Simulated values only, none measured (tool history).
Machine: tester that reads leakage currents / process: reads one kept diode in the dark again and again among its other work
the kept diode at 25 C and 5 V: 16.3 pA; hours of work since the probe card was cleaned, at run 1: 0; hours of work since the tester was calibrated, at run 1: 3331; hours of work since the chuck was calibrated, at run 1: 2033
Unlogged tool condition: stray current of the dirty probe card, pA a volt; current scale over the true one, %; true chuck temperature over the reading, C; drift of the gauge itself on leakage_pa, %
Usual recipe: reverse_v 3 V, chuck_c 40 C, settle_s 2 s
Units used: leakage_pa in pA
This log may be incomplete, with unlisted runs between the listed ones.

run    hour  reverse_v  chuck_c  settle_s  hours of work since the probe card was cleaned  hours of work since the tester was calibrated  hours of work since the chuck was calibrated  leakage_pa
  1       0          3       40         2                                               0                                           3331                                          2033       41.44
  2     176          3       40         2                                              88                                           3418                                          2120       41.95
  3   325.2          3       40         2                                             162                                           3493                                          2195       42.73
      502.8  -- chuck's temperature calibrated
  4   503.3          3       40         2                                             250                                           3580                                             0       41.52
  5   595.5          3       40         2                                             295                                           3626                                            46       41.72
  6   720.2          3       40         2                                             357                                           3688                                           108       41.96
  7   875.3          3       40         2                                             435                                           3765                                           185       42.26
  8  1077.5        1.1       40         2                                             535                                           3866                                           286        27.2
  9  1181.4        1.1       40         2                                             587                                           3918                                           338       27.25
 10  1377.6          3       40      0.49                                             685                                           4015                                           435       44.88
 11  1553.1          3       40      0.49                                             772                                           4103                                           523       45.28
 12  1742.6          3       40      0.49                                             866                                           4197                                           617       46.08
 13  1856.2       4.51       40         2                                             923                                           4254                                           674       56.55
 14  1998.2       4.51       40         2                                             994                                           4324                                           744       57.03
 15  2204.5       1.96       40         2                                            1096                                           4427                                           847       37.89
 16    2337      12.21       28      4.15                                            1162                                           4493                                           913       60.26
 17  2544.5       7.91       40         2                                            1266                                           4596                                          1016        81.8
 18    2649       5.36       40      0.33                                            1318                                           4648                                          1068        67.9
 19  2740.6       5.36       40      0.33                                            1363                                           4694                                          1114       68.75
       2917  -- probe card cleaned and baked
 20  2920.5       2.45       40      0.33                                               2                                           4782                                          1202          38
 21  3019.3          3       25         2                                              51                                           4831                                          1251       13.77
 22    3196       7.25       33      5.02                                             139                                           4919                                          1339       37.58
 23  3376.5       7.25       33      5.02                                             229                                           5009                                          1429       39.14

Forecast each of these 3 alternatives for the next run:
  A  3502.2       3.59       25      5.57                                             291                                           5071                                          1491           ?
  B  3502.2        1.8       25       0.9                                             291                                           5071                                          1491           ?
  C  3502.2       7.88       49      0.61                                             291                                           5071                                          1491           ?

run  leakage_pa
  A       16.54
  B       12.08
  C      117.89
The same runs, with their run-to-run variation unchanged, on a tool lacking any hidden condition would have given:
run  leakage_pa
  A       14.37
  B       10.96
  C      112.63
